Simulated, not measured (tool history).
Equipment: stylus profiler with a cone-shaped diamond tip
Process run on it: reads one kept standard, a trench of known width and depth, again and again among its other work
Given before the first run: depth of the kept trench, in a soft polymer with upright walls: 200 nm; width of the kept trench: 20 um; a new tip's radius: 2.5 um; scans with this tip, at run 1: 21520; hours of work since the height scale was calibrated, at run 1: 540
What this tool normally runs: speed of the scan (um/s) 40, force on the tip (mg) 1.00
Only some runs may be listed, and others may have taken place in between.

run,hour,speed of the scan (um/s),force on the tip (mg),scans with this tip,hours of work since the height scale was calibrated,depth of the trench (angstrom),width of the trench's floor (um)
1,0.0,40,1.00,21520,540,2019.0,17.02
2,50.7,40,1.00,22059,579,2018.9,16.93
3,82.3,40,1.87,22395,604,2026.8,17.08
4,153.7,40,0.97,23154,659,2019.6,17.01
5,190.6,40,0.97,23546,688,2019.0,16.93
6,257.5,40,0.97,24258,740,2019.2,16.92
7,309.7,40,0.97,24813,780,2019.6,16.95
# hour 314.2: height scale calibrated on a step standard
8,358.0,40,0.97,25321,34,2021.3,16.97
9,391.8,40,2.81,25681,60,2036.7,17.00
10,455.3,45,0.56,26355,109,2017.5,16.71
# hour 494.1: height scale calibrated on a step standard, once more
11,507.7,105,0.69,26906,11,2012.7,16.20
12,551.6,38,0.61,27374,45,2012.2,16.81
13,590.1,68,1.78,27783,75,2024.2,16.74

Run 14 is up next; what results do you expect?
14,642.3,40,0.36,28338,115,?,?

Logged for run 14: depth of the trench (angstrom) 2008.8, width of the trench's floor (um) 16.58.
Take away the tool's hidden state, keep the run-to-run variation as it was, and the same run would have given depth of the trench (angstrom) 2007.2, width of the trench's floor (um) 17.49.
